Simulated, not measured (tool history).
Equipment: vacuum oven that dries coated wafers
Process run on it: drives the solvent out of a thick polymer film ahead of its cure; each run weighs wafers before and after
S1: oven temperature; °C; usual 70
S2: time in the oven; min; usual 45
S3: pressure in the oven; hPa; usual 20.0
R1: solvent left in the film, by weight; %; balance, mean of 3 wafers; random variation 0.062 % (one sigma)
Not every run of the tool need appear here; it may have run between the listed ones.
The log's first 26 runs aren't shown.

run	hour	S1	S2	S3	R1
27	1808.5	70	50	20.0	4.71
28	1864.9	77	45	21.9	3.41
29	1911.7	74	22	10.1	4.89
30	1967.4	75	31	20.0	4.46
31	2038.6	70	49	39.8	7.50
32	2122.8	70	49	39.8	7.61
33	2220.7	70	45	48.7	9.14
34	2315.9	70	45	20.0	5.25
35	2401.7	70	45	20.0	5.34
36	2452.0	78	46	16.9	2.85
37	2549.0	78	46	16.9	2.91
# hour 2635.0: oven's thermocouples calibrated
38	2652.3	65	54	17.6	5.97
39	2730.4	62	67	44.3	11.36
40	2795.4	71	33	35.6	7.34
41	2870.1	57	65	10.4	7.68
42	2933.2	57	65	10.4	7.35
43	3022.8	66	29	62.4	13.41
44	3068.5	66	29	62.4	13.98
45	3155.6	66	48	62.4	12.94
46	3210.8	75	49	10.5	2.79
47	3256.8	75	49	10.5	2.79

Forecast each of these 4 alternatives for the next run:
A	3343.7	69	45	20.0	?
B	3343.7	55	32	36.0	?
C	3343.7	75	47	24.1	?
D	3343.7	56	67	14.7	?

run	R1
A	5.81
B	15.94
C	4.33
D	9.28
Without the tool's unlogged condition, the same runs would have read:
run	R1
A	4.11
B	13.96
C	2.97
D	6.72

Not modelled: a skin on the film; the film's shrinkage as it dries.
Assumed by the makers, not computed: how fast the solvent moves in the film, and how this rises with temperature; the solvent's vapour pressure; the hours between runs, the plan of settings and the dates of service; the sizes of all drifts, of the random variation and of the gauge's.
